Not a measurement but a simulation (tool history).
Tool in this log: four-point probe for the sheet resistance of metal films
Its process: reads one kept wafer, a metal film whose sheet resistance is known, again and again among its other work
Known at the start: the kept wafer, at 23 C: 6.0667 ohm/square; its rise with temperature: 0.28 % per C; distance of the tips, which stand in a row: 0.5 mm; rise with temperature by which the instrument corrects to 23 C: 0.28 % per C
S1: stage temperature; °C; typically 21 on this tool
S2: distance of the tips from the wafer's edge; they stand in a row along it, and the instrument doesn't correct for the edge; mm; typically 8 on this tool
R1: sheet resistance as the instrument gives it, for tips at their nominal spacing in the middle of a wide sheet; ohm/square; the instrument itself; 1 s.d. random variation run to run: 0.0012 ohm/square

Run 1, hour 0.0: usual settings. Result: R1 6.082485 ohm/square.
Run 2, hour 80.9: usual settings. Result: R1 6.079374 ohm/square.
Run 3, hour 131.6: usual settings. Result: R1 6.080886 ohm/square.
Run 4, hour 209.0: usual settings. Result: R1 6.082328 ohm/square.
Run 5, hour 277.2: usual settings. Result: R1 6.079006 ohm/square.
Run 6, hour 363.3: usual settings. Result: R1 6.080257 ohm/square.
Run 7, hour 447.8: usual settings. Result: R1 6.077886 ohm/square.
Run 8, hour 488.5: usual settings. Result: R1 6.079920 ohm/square.
Run 9, hour 558.4: usual settings but S2 42 mm. Result: R1 6.061543 ohm/square.
Run 10, hour 597.8: usual settings but S1 27 °C. Result: R1 6.073729 ohm/square.
Run 11, hour 670.8: usual settings but S1 27 °C. Result: R1 6.072194 ohm/square.
Run 12, hour 760.3: usual settings. Result: R1 6.075566 ohm/square.
Run 13, hour 854.5: usual settings. Result: R1 6.073914 ohm/square.
Run 14, hour 919.7: usual settings. Result: R1 6.072053 ohm/square.
Run 15, hour 970.3: usual settings. Result: R1 6.070758 ohm/square.
Run 16, hour 1062.0: usual settings. Result: R1 6.070150 ohm/square.
Run 17, hour 1102.9: usual settings. Result: R1 6.069853 ohm/square.
At hour 1123.1: stage's thermometer calibrated.
Run 18, hour 1149.2: usual settings. Result: R1 6.063335 ohm/square.
Run 19, hour 1218.5: usual settings. Result: R1 6.064447 ohm/square.
Run 20, hour 1264.0: usual settings but S1 33 °C, S2 25 mm. Result: R1 6.045433 ohm/square.
Run 21, hour 1303.8: usual settings but S1 24 °C, S2 9 mm. Result: R1 6.057866 ohm/square.
Run 22, hour 1381.8: usual settings but S1 19 °C, S2 3 mm. Result: R1 6.138260 ohm/square.
Run 23, hour 1458.9: usual settings but S1 19 °C, S2 3 mm. Result: R1 6.136905 ohm/square.
Run 24, hour 1515.7: usual settings but S1 25 °C, S2 58 mm. Result: R1 6.043622 ohm/square.
Run 25, hour 1600.6: usual settings but S1 25 °C, S2 58 mm. Result: R1 6.044393 ohm/square.
Run 26, hour 1694.4: usual settings but S1 19 °C, S2 31 mm. Result: R1 6.046345 ohm/square.
Run 27, hour 1784.8: usual settings but S1 27 °C, S2 5 mm. Result: R1 6.072195 ohm/square.
Run 28, hour 1824.2: usual settings but S1 27 °C, S2 5 mm. Result: R1 6.071851 ohm/square.
Run 29, hour 1914.7: usual settings but S1 22 °C, S2 35 mm. Result: R1 6.043014 ohm/square.
Run 30, hour 1976.0: usual settings but S1 20 °C, S2 52 mm. Result: R1 6.042084 ohm/square.
At hour 2026.6: new probe head fitted.
Run 31, hour 2036.7: usual settings but S2 22 mm. Result: R1 6.073695 ohm/square.
Run 32, hour 2111.7: usual settings but S2 22 mm. Result: R1 6.072921 ohm/square.
Run 33, hour 2172.6: usual settings but S1 32 °C. Result: R1 6.078179 ohm/square.
Run 34, hour 2221.0: usual settings but S1 32 °C. Result: R1 6.079177 ohm/square.
Run 35, hour 2295.1: usual settings but S1 25 °C, S2 69 mm. Result: R1 6.068226 ohm/square.
Run 36, hour 2358.8: usual settings but S1 25 °C, S2 27 mm. Result: R1 6.068591 ohm/square.

Each row is a separate what-if for the run after 36, all from the same tool condition, not one after another. Results?
Run A, hour 2429.9: usual settings but S1 20 °C, S2 3 mm. Result: R1 ?.
Run B, hour 2429.9: usual settings but S1 25 °C, S2 6 mm. Result: R1 ?.
Run C, hour 2429.9: usual settings but S2 60 mm. Result: R1 ?.
Run D, hour 2429.9: usual settings but S1 19 °C, S2 11 mm. Result: R1 ?.

run        R1
  A  6.158269
  B  6.093415
  C  6.067892
  D  6.075403
What these runs would have given with no unlogged condition in the tool:
run        R1
  A  6.157809
  B  6.092999
  C  6.067449
  D  6.074944
